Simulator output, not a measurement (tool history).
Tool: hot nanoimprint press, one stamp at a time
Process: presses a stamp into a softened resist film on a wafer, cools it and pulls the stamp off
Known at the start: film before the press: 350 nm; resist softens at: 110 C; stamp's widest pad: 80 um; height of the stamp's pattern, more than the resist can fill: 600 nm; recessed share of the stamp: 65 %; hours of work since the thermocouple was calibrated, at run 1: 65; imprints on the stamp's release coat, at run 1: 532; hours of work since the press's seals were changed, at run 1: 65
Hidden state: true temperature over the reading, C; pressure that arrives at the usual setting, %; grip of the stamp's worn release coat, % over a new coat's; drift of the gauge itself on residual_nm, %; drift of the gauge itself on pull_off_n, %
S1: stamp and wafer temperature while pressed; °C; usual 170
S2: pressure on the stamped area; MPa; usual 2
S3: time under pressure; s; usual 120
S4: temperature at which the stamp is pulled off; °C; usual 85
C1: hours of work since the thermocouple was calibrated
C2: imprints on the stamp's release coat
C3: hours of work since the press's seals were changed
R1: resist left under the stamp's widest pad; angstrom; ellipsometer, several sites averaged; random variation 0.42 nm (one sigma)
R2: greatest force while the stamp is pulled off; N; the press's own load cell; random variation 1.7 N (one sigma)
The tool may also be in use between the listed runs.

Run 1, hour 0: usual settings; C1 65; C2 532; C3 65. Result: R1 1277 angstrom, R2 152 N.
Run 2, hour 49.6: usual settings; C1 96; C2 666; C3 96. Result: R1 1283 angstrom, R2 156 N.
Run 3, hour 110.4: usual settings but S3 70 s; C1 135; C2 830; C3 135. Result: R1 1586 angstrom, R2 158 N.
Run 4, hour 164: usual settings; C1 169; C2 975; C3 169. Result: R1 1281 angstrom, R2 156 N.
At hour 190.6: stamp cleaned and given a new release coat.
Run 5, hour 198.2: usual settings; C1 186; C2 21; C3 186. Result: R1 1279 angstrom, R2 156 N.
Run 6, hour 265.1: usual settings but S1 174 °C; C1 229; C2 201; C3 229. Result: R1 1123 angstrom, R2 153 N.
Run 7, hour 309.7: usual settings but S3 113 s; C1 257; C2 322; C3 257. Result: R1 1317 angstrom, R2 157 N.
Run 8, hour 341.5: usual settings but S3 113 s; C1 277; C2 407; C3 277. Result: R1 1317 angstrom, R2 155 N.
At hour 349.6: plate thermocouple calibrated.
Run 9, hour 399.7: usual settings but S3 113 s, S4 91 °C; C1 32; C2 556; C3 312. Result: R1 1317 angstrom, R2 136 N.
Run 10, hour 433.6: usual settings but S3 97 s; C1 53; C2 648; C3 333. Result: R1 1400 angstrom, R2 154 N.
Run 11, hour 484: usual settings but S3 97 s; C1 85; C2 784; C3 365. Result: R1 1398 angstrom, R2 157 N.
Run 12, hour 515.6: usual settings but S4 72 °C; C1 105; C2 869; C3 385. Result: R1 1294 angstrom, R2 197 N.
Run 13, hour 569.2: usual settings but S4 72 °C; C1 139; C2 1014; C3 419. Result: R1 1286 angstrom, R2 204 N.
At hour 580: stamp cleaned and given a new release coat.
Run 14, hour 612.4: usual settings but S2 1.76 MPa, S4 72 °C; C1 162; C2 87; C3 443. Result: R1 1375 angstrom, R2 201 N.
Run 15, hour 658.2: usual settings; C1 191; C2 211; C3 472. Result: R1 1290 angstrom, R2 152 N.
Run 16, hour 697.1: usual settings but S2 2.93 MPa, S3 64 s; C1 216; C2 316; C3 496. Result: R1 1370 angstrom, R2 152 N.
Run 17, hour 755.3: usual settings but S2 2.93 MPa, S3 64 s; C1 253; C2 473; C3 533. Result: R1 1376 angstrom, R2 154 N.
At hour 800: plate thermocouple calibrated.
Run 18, hour 814.7: usual settings but S2 2.19 MPa, S3 77 s, S4 74 °C; C1 9; C2 625; C3 569. Result: R1 1469 angstrom, R2 191 N.
Run 19, hour 861.3: usual settings but S1 178 °C, S3 173 s; C1 39; C2 751; C3 598. Result: R1 844 angstrom, R2 156 N.
Run 20, hour 909.7: usual settings but S1 178 °C, S3 173 s; C1 69; C2 881; C3 629. Result: R1 848 angstrom, R2 155 N.
Run 21, hour 954.8: usual settings but S1 178 °C, S3 173 s; C1 98; C2 1003; C3 658. Result: R1 850 angstrom, R2 155 N.
At hour 971: stamp cleaned and given a new release coat.
Run 22, hour 1028: usual settings but S1 178 °C, S3 173 s; C1 140; C2 154; C3 700. Result: R1 859 angstrom, R2 153 N.
Run 23, hour 1060.3: usual settings but S2 1.71 MPa, S4 70 °C; C1 161; C2 242; C3 721. Result: R1 1407 angstrom, R2 208 N.
Run 24, hour 1105.1: usual settings but S1 167 °C, S2 1.32 MPa, S3 89 s, S4 79 °C; C1 189; C2 362; C3 749. Result: R1 1942 angstrom, R2 177 N.
At hour 1160.2: press's hydraulic seals changed and the load cell set to zero.
Run 25, hour 1160.2: usual settings but S1 168 °C, S2 1.32 MPa, S3 62 s, S4 79 °C; C1 219; C2 489; C3 0. Result: R1 2130 angstrom, R2 177 N.
Run 26, hour 1210.3: usual settings but S1 180 °C, S3 85 s, S4 74 °C; C1 251; C2 625; C3 32. Result: R1 1078 angstrom, R2 193 N.
At hour 1222.4: gauge calibrated.
At hour 1260.1: plate thermocouple calibrated.
Run 27, hour 1260.1: usual settings but S1 168 °C, S3 224 s, S4 76 °C; C1 0; C2 751; C3 61. Result: R1 1071 angstrom, R2 188 N.
Run 28, hour 1317.9: usual settings but S1 182 °C, S2 2.32 MPa, S3 121 s, S4 75 °C; C1 37; C2 907; C3 98. Result: R1 798 angstrom, R2 188 N.
At hour 1368.4: stamp cleaned and given a new release coat.
Run 29, hour 1383.3: usual settings but S1 163 °C, S2 1.23 MPa, S3 151 s, S4 79 °C; C1 74; C2 40; C3 135. Result: R1 1878 angstrom, R2 176 N.

5 ways to go on from here, each from the tool as it stands after run 29. What would each give?
Run A, hour 1427: usual settings but S1 163 °C, S2 2.45 MPa, S3 153 s, S4 92 °C; C1 102; C2 158; C3 163. Result: R1 ?, R2 ?.
Run B, hour 1427: usual settings but S2 3.09 MPa, S4 73 °C; C1 102; C2 158; C3 163. Result: R1 ?, R2 ?.
Run C, hour 1427: usual settings but S1 173 °C, S4 84 °C; C1 102; C2 158; C3 163. Result: R1 ?, R2 ?.
Run D, hour 1427: usual settings but S1 163 °C, S2 1.23 MPa, S3 151 s, S4 91 °C; C1 102; C2 158; C3 163. Result: R1 ?, R2 ?.
Run E, hour 1427: usual settings but S3 61 s; C1 102; C2 158; C3 163. Result: R1 ?, R2 ?.

run    R1   R2
  A  1371  130
  B  1027  201
  C  1161  156
  D  1888  133
  E  1653  151
Without the tool's hidden state the same runs would have given:
run    R1   R2
  A  1367  130
  B  1024  201
  C  1158  156
  D  1882  132
  E  1648  151
